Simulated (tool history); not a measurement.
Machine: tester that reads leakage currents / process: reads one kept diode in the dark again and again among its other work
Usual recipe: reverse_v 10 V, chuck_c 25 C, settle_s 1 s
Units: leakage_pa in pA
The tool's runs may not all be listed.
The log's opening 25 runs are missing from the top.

run   hour  reverse_v  chuck_c  settle_s  leakage_pa
 26  632.3        1.1       26      2.61        27.5
 27  647.3        1.1       26      2.61       27.42
 28  683.5        4.6       25      7.16       48.24
 29  717.6         10       51         1      359.79
 30  754.6          6       28       0.5       66.95
 31  786.6          6       23      7.06       47.68
 32  808.5        1.5       25      0.38       29.33
 33  829.2        1.5       28      0.38       35.95
 34  854.3        1.5       28      0.38       36.12
 35  888.7        2.1       26       3.8       36.05
     914.3  -- probe card cleaned and baked
 36  919.5        8.2       28      0.81       68.42
 37  948.2        2.1       25         1       31.51
 38  972.5        2.1       28         1          39
 39  997.7        7.3       45         1      206.92

5 ways to go on from here, each from the tool as it stands after run 39. What would each give?
     1024.8  -- chuck's temperature calibrated
  A  1026.1       17.9       38      4.94           ?
     1024.8  -- chuck's temperature calibrated
  B  1026.1       12.6       44      6.28           ?
     1024.8  -- chuck's temperature calibrated
  C  1026.1          7       45      3.09           ?
     1024.8  -- chuck's temperature calibrated
  D  1026.1       14.1       25         1           ?
     1024.8  -- chuck's temperature calibrated
  E  1026.1        3.8       25      8.17           ?

run  leakage_pa
  A      194.65
  B       251.3
  C      211.31
  D       71.74
  E       41.37
Stripped of hidden state, with their random variation kept, the same runs would have yielded:
run  leakage_pa
  A       194.7
  B      251.69
  C      211.75
  D       71.53
  E        41.4
